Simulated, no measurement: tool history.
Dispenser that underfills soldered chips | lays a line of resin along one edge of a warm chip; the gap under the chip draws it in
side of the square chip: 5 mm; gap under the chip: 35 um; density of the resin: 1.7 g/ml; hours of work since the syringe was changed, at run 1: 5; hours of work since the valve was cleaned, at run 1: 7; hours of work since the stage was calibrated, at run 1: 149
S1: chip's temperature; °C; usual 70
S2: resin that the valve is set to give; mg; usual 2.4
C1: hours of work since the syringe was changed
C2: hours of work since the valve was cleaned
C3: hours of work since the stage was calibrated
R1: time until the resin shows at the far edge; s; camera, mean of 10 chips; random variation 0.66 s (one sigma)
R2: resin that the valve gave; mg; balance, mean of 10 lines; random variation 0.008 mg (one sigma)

run,hour,S1,S2,C1,C2,C3,R1,R2
1,0,70,2.4,5,7,149,65.9,2.384
# hour 3.4: new syringe of resin
2,5.6,70,2.4,1,10,153,58.2,2.387
3,10.5,70,2.4,5,14,156,65.1,2.362
# hour 14.1: new syringe of resin
4,16.7,70,2.4,2,18,160,59.3,2.359
5,19.9,70,2.4,4,20,162,63.5,2.357
# hour 24.6: new syringe of resin
6,26.5,70,2.4,1,24,167,57.8,2.352
7,32.6,70,2.4,5,28,171,66.1,2.33
# hour 35.3: new syringe of resin
8,37.1,59,2.4,1,31,174,85.5,2.331
9,43.2,59,2.4,5,36,178,97.9,2.339
# hour 45.7: new syringe of resin
10,48,69,2.4,2,39,181,60.8,2.323
11,54.6,69,2.4,6,43,186,70.1,2.317
# hour 56.3: new syringe of resin
12,60.6,69,2.56,3,47,190,61.5,2.456
# hour 66.8: new syringe of resin
13,67.1,69,2.56,0,51,194,57.9,2.453
14,70.9,69,2.56,3,54,196,62,2.444
15,74.9,72,2.55,6,57,199,62.1,2.431
# hour 77.3: new syringe of resin
16,79.8,72,2.55,2,60,202,52.5,2.438
17,83.7,82,2.81,4,63,205,40.9,2.672
# hour 87.8: new syringe of resin
18,89.3,82,2.81,1,66,209,38,2.665
19,93.4,70,2.03,4,69,212,66.6,1.911
# hour 98.2: new syringe of resin
20,98.4,70,2.03,0,72,215,58.5,1.913
21,103.1,63,2.59,3,76,218,78.3,2.439
22,108.2,56,2.08,7,79,222,118,1.949
# hour 108.8: new syringe of resin
23,111.5,69,2.31,2,81,224,61.3,2.16
24,114.3,76,3.02,4,83,226,50.1,2.838
# hour 119.2: new syringe of resin
25,120,82,2.12,1,87,229,39.6,1.999

Some steps in R1 between neighbouring runs. How much of each would the tool show without its hidden state too (settings, what came in, random variation), and how much is left for the hidden state, with any gauge scatter that isn't in both results?
The hidden state here: resin's viscosity, % of fresh resin's; dose that the valve gives, % of what is set; true chip temperature over the reading, C; drift of the gauge itself on fill_s, %; drift of the gauge itself on given_mg, %.
Run 21 -> 22: S1 63 -> 56, S2 2.59 -> 2.08. R1 +39.7 s: hidden state +14.7, all else +25.
Run 22 -> 23: S1 56 -> 69, S2 2.08 -> 2.31, new syringe of resin. R1 -56.7 s: hidden state -17.9, all else -38.8.

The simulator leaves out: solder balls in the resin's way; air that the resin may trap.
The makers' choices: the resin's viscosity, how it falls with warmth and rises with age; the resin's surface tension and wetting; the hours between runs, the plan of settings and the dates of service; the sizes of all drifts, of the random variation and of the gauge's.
